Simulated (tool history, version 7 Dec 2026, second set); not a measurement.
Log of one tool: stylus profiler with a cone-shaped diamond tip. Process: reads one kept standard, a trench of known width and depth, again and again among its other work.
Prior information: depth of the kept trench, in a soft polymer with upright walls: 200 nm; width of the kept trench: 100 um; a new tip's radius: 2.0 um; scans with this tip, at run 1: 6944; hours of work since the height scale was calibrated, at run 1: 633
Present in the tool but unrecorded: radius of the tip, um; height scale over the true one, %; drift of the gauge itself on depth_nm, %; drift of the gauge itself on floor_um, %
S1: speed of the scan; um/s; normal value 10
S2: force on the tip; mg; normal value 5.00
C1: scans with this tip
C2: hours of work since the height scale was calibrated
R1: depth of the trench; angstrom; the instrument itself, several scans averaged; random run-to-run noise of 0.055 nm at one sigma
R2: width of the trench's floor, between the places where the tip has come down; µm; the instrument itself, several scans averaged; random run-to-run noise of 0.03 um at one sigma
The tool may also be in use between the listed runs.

| run | day | S1 | S2 | C1 | C2 | R1 | R2 |
|---|---|---|---|---|---|---|---|
| 1 | 0.000 | 10 | 5.00 | 6944 | 633 | 2037.2 | 97.89 |
| 2 | 1.442 | 10 | 5.00 | 7109 | 648 | 2035.9 | 97.87 |
| 3 | 2.725 | 10 | 5.00 | 7255 | 661 | 2035.6 | 97.83 |
| 4 | 4.454 | 10 | 5.00 | 7453 | 679 | 2037.6 | 97.89 |
| 5 | 6.154 | 10 | 5.00 | 7647 | 697 | 2036.9 | 97.81 |
| 6 | 6.967 | 10 | 5.00 | 7740 | 705 | 2036.5 | 97.87 |
| 7 | 8.675 | 10 | 5.37 | 7935 | 723 | 2037.6 | 97.83 |
| 8 | 10.162 | 7 | 6.97 | 8105 | 739 | 2047.4 | 97.84 |
| 9 | 11.300 | 5 | 1.92 | 8235 | 751 | 2017.2 | 97.87 |
| 10 | 13.000 | 13 | 12.98 | 8430 | 768 | 2072.0 | 97.87 |
| 11 | 14.592 | 13 | 12.98 | 8612 | 785 | 2072.2 | 97.83 |

Pick out some run-to-run changes in R1. Of each, how much would a tool without hidden state show as well, from the settings, what came in and chance, and how much is left for the hidden state and any gauge scatter not in both results compared?
Run 5 -> 6: nothing adjusted, nothing logged. R1 -0.4 angstrom: hidden state -0.2, all else -0.2.
Run 9 -> 10: S1 5 -> 13, S2 1.92 -> 12.98. R1 +54.8 angstrom: hidden state -0.2, all else +55.0.
